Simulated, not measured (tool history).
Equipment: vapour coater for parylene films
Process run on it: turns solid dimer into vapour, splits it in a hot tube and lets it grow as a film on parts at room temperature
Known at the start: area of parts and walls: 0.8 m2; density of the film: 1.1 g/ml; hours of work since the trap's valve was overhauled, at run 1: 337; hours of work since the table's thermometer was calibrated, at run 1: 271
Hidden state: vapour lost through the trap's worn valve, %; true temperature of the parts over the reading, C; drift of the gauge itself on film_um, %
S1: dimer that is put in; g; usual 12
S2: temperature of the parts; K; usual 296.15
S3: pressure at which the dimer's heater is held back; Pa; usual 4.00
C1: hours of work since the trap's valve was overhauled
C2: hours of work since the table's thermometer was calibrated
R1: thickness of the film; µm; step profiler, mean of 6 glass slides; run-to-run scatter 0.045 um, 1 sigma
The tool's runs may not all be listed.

run 1 hour=0.0 | S1=12 S2=296.15 S3=4.00 | C1=337 C2=271 | R1=10.47
run 2 hour=24.5 | S1=12 S2=296.15 S3=8.99 | C1=348 C2=283 | R1=8.65
run 3 hour=49.9 | S1=12 S2=296.15 S3=4.00 | C1=360 C2=295 | R1=10.55
run 4 hour=75.7 | S1=12 S2=296.15 S3=4.00 | C1=372 C2=307 | R1=10.49
run 5 hour=95.0 | S1=11 S2=296.15 S3=4.00 | C1=381 C2=316 | R1=9.70
run 6 hour=118.9 | S1=11 S2=296.15 S3=4.00 | C1=392 C2=327 | R1=9.53
run 7 hour=140.7 | S1=11 S2=297.15 S3=4.00 | C1=403 C2=337 | R1=9.38
run 8 hour=165.8 | S1=11 S2=297.15 S3=4.00 | C1=414 C2=349 | R1=9.39
run 9 hour=186.8 | S1=11 S2=297.15 S3=4.00 | C1=424 C2=359 | R1=9.36
-- hour=193.0 trap's valve overhauled
run 10 hour=204.7 | S1=11 S2=297.15 S3=4.00 | C1=6 C2=366 | R1=9.47
run 11 hour=228.9 | S1=11 S2=297.15 S3=4.00 | C1=17 C2=377 | R1=9.40
run 12 hour=249.9 | S1=11 S2=297.15 S3=4.00 | C1=27 C2=387 | R1=9.43
-- hour=253.4 gauge calibrated
run 13 hour=261.7 | S1=11 S2=297.15 S3=4.00 | C1=32 C2=392 | R1=9.28
run 14 hour=274.5 | S1=11 S2=297.15 S3=7.24 | C1=38 C2=398 | R1=8.01
run 15 hour=292.9 | S1=11 S2=297.15 S3=7.24 | C1=47 C2=407 | R1=8.10
run 16 hour=306.6 | S1=12 S2=294.15 S3=2.67 | C1=53 C2=413 | R1=12.57
run 17 hour=333.1 | S1=12 S2=294.15 S3=2.67 | C1=66 C2=426 | R1=12.63
run 18 hour=354.2 | S1=12 S2=292.15 S3=3.29 | C1=76 C2=436 | R1=13.00
run 19 hour=370.3 | S1=12 S2=292.15 S3=3.29 | C1=83 C2=443 | R1=13.05
run 20 hour=387.2 | S1=12 S2=299.15 S3=7.11 | C1=91 C2=451 | R1=8.23
run 21 hour=402.3 | S1=12 S2=297.15 S3=2.10 | C1=98 C2=458 | R1=11.89
run 22 hour=423.6 | S1=12 S2=297.15 S3=2.10 | C1=108 C2=468 | R1=11.86
run 23 hour=435.8 | S1=12 S2=294.15 S3=9.34 | C1=114 C2=474 | R1=9.36
run 24 hour=451.7 | S1=5 S2=296.15 S3=4.00 | C1=121 C2=481 | R1=4.42
run 25 hour=474.9 | S1=9 S2=298.15 S3=2.21 | C1=132 C2=492 | R1=8.53
run 26 hour=487.5 | S1=6 S2=293.15 S3=7.54 | C1=138 C2=498 | R1=5.20
run 27 hour=508.1 | S1=12 S2=300.15 S3=5.80 | C1=148 C2=508 | R1=8.35
run 28 hour=520.3 | S1=12 S2=300.15 S3=5.80 | C1=154 C2=514 | R1=8.33
run 29 hour=534.6 | S1=11 S2=294.15 S3=4.23 | C1=160 C2=520 | R1=10.48
run 30 hour=560.6 | S1=14 S2=293.15 S3=4.23 | C1=172 C2=533 | R1=14.00

The logged runs with the hidden state left out (each run's random variation unchanged):
run=1 R1=10.50
run=2 R1=8.65
run=3 R1=10.53
run=4 R1=10.44
run=5 R1=9.64
run=6 R1=9.46
run=7 R1=9.29
run=8 R1=9.27
run=9 R1=9.23
run=10 R1=9.30
run=11 R1=9.21
run=12 R1=9.22
run=13 R1=9.27
run=14 R1=8.00
run=15 R1=8.07
run=16 R1=12.52
run=17 R1=12.55
run=18 R1=12.89
run=19 R1=12.92
run=20 R1=8.13
run=21 R1=11.74
run=22 R1=11.68
run=23 R1=9.21
run=24 R1=4.34
run=25 R1=8.36
run=26 R1=5.10
run=27 R1=8.16
run=28 R1=8.13
run=29 R1=10.22
run=30 R1=13.63
